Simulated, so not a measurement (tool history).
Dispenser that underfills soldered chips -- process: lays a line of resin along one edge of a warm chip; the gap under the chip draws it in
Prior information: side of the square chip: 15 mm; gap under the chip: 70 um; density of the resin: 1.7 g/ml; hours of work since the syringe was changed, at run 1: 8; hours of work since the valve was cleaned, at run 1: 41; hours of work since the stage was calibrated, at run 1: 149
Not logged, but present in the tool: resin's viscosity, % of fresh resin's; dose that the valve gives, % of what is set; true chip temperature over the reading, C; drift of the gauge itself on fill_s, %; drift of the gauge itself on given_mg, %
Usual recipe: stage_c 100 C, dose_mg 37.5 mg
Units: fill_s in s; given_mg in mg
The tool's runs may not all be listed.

run   hour  stage_c  dose_mg  hours of work since the syringe was changed  hours of work since the valve was cleaned  hours of work since the stage was calibrated  fill_s  given_mg
  1    0.0      100     37.5                                            8                                         41                                           149   248.1     36.06
       3.0  -- new syringe of resin
  2    4.5      100     33.2                                            1                                         44                                           152   185.9     32.15
  3    7.3      100     33.2                                            3                                         46                                           154   202.6     32.02
  4   10.3      100     33.2                                            6                                         49                                           157   231.4     31.99
  5   15.2      100     33.2                                           10                                         52                                           160   277.4     31.68
      16.5  -- new syringe of resin
  6   19.8      100     33.2                                            3                                         56                                           164   199.7     31.72
  7   23.2      100     33.2                                            5                                         59                                           166   227.3     31.60
      25.1  -- dispensing valve cleaned and set on the balance
  8   26.9      100     33.2                                            7                                          1                                           169   250.6     33.45
  9   29.8      100     37.5                                           10                                          4                                           171   271.4     37.31
      30.9  -- new syringe of resin
 10   34.2       96     37.5                                            3                                          7                                           174   210.1     37.35
 11   38.3      100     37.5                                            6                                         10                                           177   221.7     37.31
 12   43.3      100     37.5                                           10                                         14                                           181   264.6     37.13
      44.4  -- new syringe of resin
 13   49.3      100     37.5                                            4                                         18                                           186   201.3     36.86
 14   52.3      100     33.0                                            6                                         21                                           188   234.5     32.76
      57.9  -- new syringe of resin
 15   58.3       99     34.9                                            0                                         25                                           192   176.0     34.17
 16   62.0      100     32.6                                            3                                         28                                           195   201.8     31.91
 17   64.7      104     32.7                                            5                                         30                                           197   198.6     31.89
 18   68.2      110     32.2                                            8                                         33                                           200   194.7     31.38
      71.2  -- new syringe of resin
 19   74.4      110     32.2                                            2                                         38                                           205   150.1     31.32
 20   78.3      100     47.5                                            6                                         41                                           208   210.9     45.97
 21   82.3       90     42.5                                            9                                         44                                           211   341.0     40.96
      84.7  -- new syringe of resin
 22   88.9      114     42.7                                            3                                         49                                           216   127.1     41.11
 23   92.9       91     39.8                                            6                                         52                                           219   302.2     38.14
 24   96.7      104     40.0                                            9                                         55                                           222   237.6     37.98
      97.9  -- new syringe of resin
 25  100.5      108     38.4                                            2                                         58                                           225   136.8     36.58
     103.4  -- dispensing valve cleaned and set on the balance
 26  106.0       86     34.0                                            6                                          2                                           228   333.4     33.89
 27  110.1      100     41.0                                            9                                          5                                           231   245.0     40.97

Below are 4 alternative next runs, each starting from the tool's condition after run 27. Predict each:
     112.3  -- new syringe of resin
  A  116.1       89     48.4                                            3                                         10                                           236       ?         ?
     112.3  -- new syringe of resin
  B  116.1       98     35.6                                            3                                         10                                           236       ?         ?
     112.3  -- new syringe of resin
  C  116.1      100     39.7                                            3                                         10                                           236       ?         ?
     112.3  -- new syringe of resin
  D  116.1       94     42.6                                            3                                         10                                           236       ?         ?

run  fill_s  given_mg
  A   250.8     47.68
  B   201.6     35.37
  C   183.9     39.36
  D   219.2     42.33
Had the tool no hidden state, the same runs would have come out as:
run  fill_s  given_mg
  A   232.1     48.10
  B   185.7     35.69
  C   169.5     39.71
  D   202.4     42.70
